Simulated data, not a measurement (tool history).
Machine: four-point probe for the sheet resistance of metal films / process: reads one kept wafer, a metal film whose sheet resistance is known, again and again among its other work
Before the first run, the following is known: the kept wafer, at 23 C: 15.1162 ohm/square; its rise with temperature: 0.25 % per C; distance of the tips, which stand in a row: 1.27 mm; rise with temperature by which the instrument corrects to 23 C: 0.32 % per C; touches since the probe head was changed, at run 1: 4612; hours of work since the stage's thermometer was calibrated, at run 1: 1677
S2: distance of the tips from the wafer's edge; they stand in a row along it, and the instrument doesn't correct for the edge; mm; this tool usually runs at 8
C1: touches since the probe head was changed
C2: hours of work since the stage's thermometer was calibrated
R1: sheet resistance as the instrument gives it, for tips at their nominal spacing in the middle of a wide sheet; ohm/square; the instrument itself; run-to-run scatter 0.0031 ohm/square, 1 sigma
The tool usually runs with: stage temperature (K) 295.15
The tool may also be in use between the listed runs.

{"run": 1, "hour": 0.0, "stage temperature (K)": 295.15, "S2": 8, "C1": 4612, "C2": 1677, "R1": 15.340163}
{"run": 2, "hour": 17.5, "stage temperature (K)": 295.15, "S2": 8, "C1": 4922, "C2": 1687, "R1": 15.33409}
{"run": 3, "hour": 33.4, "stage temperature (K)": 295.15, "S2": 8, "C1": 5206, "C2": 1696, "R1": 15.33634}
{"run": 4, "hour": 51.0, "stage temperature (K)": 295.15, "S2": 8, "C1": 5518, "C2": 1707, "R1": 15.336909}
{"run": 5, "hour": 67.0, "stage temperature (K)": 295.15, "S2": 4, "C1": 5803, "C2": 1716, "R1": 15.905418}
{"run": 6, "hour": 92.3, "stage temperature (K)": 295.15, "S2": 4, "C1": 6253, "C2": 1731, "R1": 15.908038}
{"run": 7, "hour": 104.6, "stage temperature (K)": 295.15, "S2": 4, "C1": 6472, "C2": 1738, "R1": 15.902663}
{"run": 8, "hour": 125.6, "stage temperature (K)": 295.15, "S2": 8, "C1": 6846, "C2": 1750, "R1": 15.331591}
{"run": 9, "hour": 136.4, "stage temperature (K)": 299.15, "S2": 8, "C1": 7038, "C2": 1756, "R1": 15.285202}
{"run": 10, "hour": 160.6, "stage temperature (K)": 299.15, "S2": 8, "C1": 7468, "C2": 1770, "R1": 15.294511}
{"run": 11, "hour": 172.7, "stage temperature (K)": 299.15, "S2": 8, "C1": 7682, "C2": 1777, "R1": 15.287826}
{"run": 12, "hour": 186.5, "stage temperature (K)": 299.15, "S2": 8, "C1": 7929, "C2": 1786, "R1": 15.284344}
{"run": 13, "hour": 200.8, "stage temperature (K)": 302.15, "S2": 7, "C1": 8183, "C2": 1794, "R1": 15.318729}
{"run": 14, "hour": 219.9, "stage temperature (K)": 293.15, "S2": 8, "C1": 8523, "C2": 1805, "R1": 15.355544}
{"run": 15, "hour": 243.4, "stage temperature (K)": 293.15, "S2": 8, "C1": 8940, "C2": 1819, "R1": 15.350095}
{"hour": 245.4, "done": "stage's thermometer calibrated"}
{"run": 16, "hour": 261.5, "stage temperature (K)": 295.15, "S2": 6, "C1": 9254, "C2": 9, "R1": 15.462412}
{"run": 17, "hour": 280.6, "stage temperature (K)": 295.15, "S2": 6, "C1": 9593, "C2": 20, "R1": 15.468875}
{"run": 18, "hour": 296.4, "stage temperature (K)": 295.15, "S2": 6, "C1": 9875, "C2": 30, "R1": 15.463574}
{"run": 19, "hour": 321.6, "stage temperature (K)": 295.15, "S2": 6, "C1": 10322, "C2": 44, "R1": 15.461027}
{"run": 20, "hour": 341.4, "stage temperature (K)": 295.15, "S2": 32, "C1": 10674, "C2": 56, "R1": 15.114029}
{"run": 21, "hour": 364.7, "stage temperature (K)": 305.15, "S2": 13, "C1": 11088, "C2": 69, "R1": 15.077105}
{"run": 22, "hour": 377.3, "stage temperature (K)": 302.15, "S2": 4, "C1": 11314, "C2": 77, "R1": 15.80482}
{"hour": 384.5, "done": "stage's thermometer calibrated, once more"}
{"run": 23, "hour": 393.0, "stage temperature (K)": 302.15, "S2": 38, "C1": 11583, "C2": 5, "R1": 15.088643}

Predict each of these 3 candidate next runs independently; none follows another, all start after run 23:
{"run": "A", "hour": 416.4, "stage temperature (K)": 298.15, "S2": 4, "C1": 11999, "C2": 19, "R1": "?"}
{"run": "B", "hour": 416.4, "stage temperature (K)": 298.15, "S2": 17, "C1": 11999, "C2": 19, "R1": "?"}
{"run": "C", "hour": 416.4, "stage temperature (K)": 294.15, "S2": 12, "C1": 11999, "C2": 19, "R1": "?"}

run=A R1=15.892973
run=B R1=15.162262
run=C R1=15.250127
With no hidden state in the tool, these same runs would have given:
run=A R1=15.870377
run=B R1=15.140624
run=C R1=15.228355
